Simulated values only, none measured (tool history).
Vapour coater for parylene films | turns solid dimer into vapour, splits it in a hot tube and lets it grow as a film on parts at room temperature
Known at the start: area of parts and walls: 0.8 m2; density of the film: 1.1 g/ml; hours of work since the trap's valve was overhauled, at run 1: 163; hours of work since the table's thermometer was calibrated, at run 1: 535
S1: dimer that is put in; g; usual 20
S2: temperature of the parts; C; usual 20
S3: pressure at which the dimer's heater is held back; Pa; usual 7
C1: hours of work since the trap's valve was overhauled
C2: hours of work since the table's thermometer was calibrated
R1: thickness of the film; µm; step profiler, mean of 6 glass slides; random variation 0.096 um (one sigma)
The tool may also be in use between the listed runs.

| run | day | S1 | S2 | S3 | C1 | C2 | R1 |
|---|---|---|---|---|---|---|---|
| 1 | 0 | 20 | 20 | 7 | 163 | 535 | 11.87 |
| 2 | 0.608 | 20 | 25 | 7 | 175 | 547 | 10.01 |
| 3 | 1.542 | 20 | 25 | 7 | 195 | 567 | 9.97 |
| 4 | 2.738 | 20 | 25 | 7 | 221 | 593 | 9.99 |
| 5 | 3.725 | 20 | 25 | 7 | 242 | 614 | 9.73 |
| 6 | 5.05 | 20 | 25 | 7.58 | 270 | 642 | 9.92 |
| 7 | 6.254 | 20 | 20 | 7 | 296 | 668 | 12.15 |
| 8 | 7.325 | 20 | 20 | 2.81 | 319 | 691 | 14.03 |
| 9 | 8.325 | 20 | 20 | 2.81 | 340 | 712 | 13.93 |
| 10 | 9.146 | 20 | 20 | 7 | 358 | 730 | 11.95 |
| 11 | 10.458 | 10 | 14 | 8.97 | 385 | 757 | 7.36 |
| 12 | 11.342 | 16 | 22 | 7 | 404 | 776 | 8.87 |
| 13 | 12.75 | 18 | 21 | 8.91 | 434 | 806 | 9.92 |
| 14 | 14.058 | 18 | 27 | 3.56 | 462 | 834 | 9.19 |
| 15 | 15.517 | 18 | 27 | 3.56 | 493 | 865 | 9.47 |
| 16 | 16.692 | 22 | 12 | 2.8 | 518 | 890 | 20.7 |
|  | 17.392 | trap's valve overhauled |
| 17 | 18.138 | 22 | 15 | 3.04 | 16 | 918 | 18.04 |
| 18 | 19.412 | 18 | 23 | 3.04 | 43 | 945 | 11.06 |
| 19 | 20.2 | 9 | 24 | 2.03 | 60 | 962 | 5.71 |
| 20 | 20.95 | 29 | 24 | 2.03 | 76 | 978 | 18.34 |

Forecast each of these 3 alternatives for the next run:
| A | 22.05 | 29 | 17 | 2.03 | 99 | 1001 | ? |
| B | 22.05 | 27 | 25 | 7.34 | 99 | 1001 | ? |
| C | 22.05 | 13 | 24 | 2.03 | 99 | 1001 | ? |

| run | R1 |
|---|---|
| A | 23.63 |
| B | 13.18 |
| C | 8.14 |
Without the tool's hidden state the same runs would have given:
| run | R1 |
|---|---|
| A | 23.7 |
| B | 13.23 |
| C | 8.17 |
